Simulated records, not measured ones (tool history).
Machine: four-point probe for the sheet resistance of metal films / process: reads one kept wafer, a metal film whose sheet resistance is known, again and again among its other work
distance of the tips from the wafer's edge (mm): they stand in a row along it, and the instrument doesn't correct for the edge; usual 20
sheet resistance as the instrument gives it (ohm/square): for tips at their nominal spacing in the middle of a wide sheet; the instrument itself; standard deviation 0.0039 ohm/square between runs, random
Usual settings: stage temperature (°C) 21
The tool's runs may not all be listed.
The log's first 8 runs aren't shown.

run    hour  stage temperature (°C)  distance of the tips from the wafer's edge (mm)  sheet resistance as the instrument gives it (ohm/square)
  9   312.2                      21                                               17                                                 19.704407
 10   341.3                      21                                               17                                                 19.692891
 11   376.7                      21                                               20                                                 19.697373
 12   434.3                      21                                               20                                                 19.704499
 13   489.0                      21                                               20                                                 19.693798
 14   544.6                      21                                               20                                                 19.701057
 15   585.8                      21                                               20                                                 19.697000
 16   632.3                      21                                               20                                                 19.703528
 17   670.0                      26                                               20                                                 19.800213
 18   712.0                      28                                               20                                                 19.836229
 19   737.9                      21                                               62                                                 19.692971
 20   763.1                      21                                               20                                                 19.693867
 21   817.5                      23                                                9                                                 19.765425
 22   849.6                      26                                               12                                                 19.808312
 23   900.0                      30                                                9                                                 19.911098
 24   957.0                      32                                                4                                                 20.076484
 25  1001.2                      32                                               48                                                 19.903838
 26  1025.9                      20                                               12                                                 19.685298
 27  1076.8                      20                                                5                                                 19.771942

What will run 28 give?
 28  1101.8                      27                                                4                                                         ?

Run 28 produced sheet resistance as the instrument gives it (ohm/square) 19.980014.
Without the tool's hidden state the same run would have given sheet resistance as the instrument gives it (ohm/square) 19.981778.
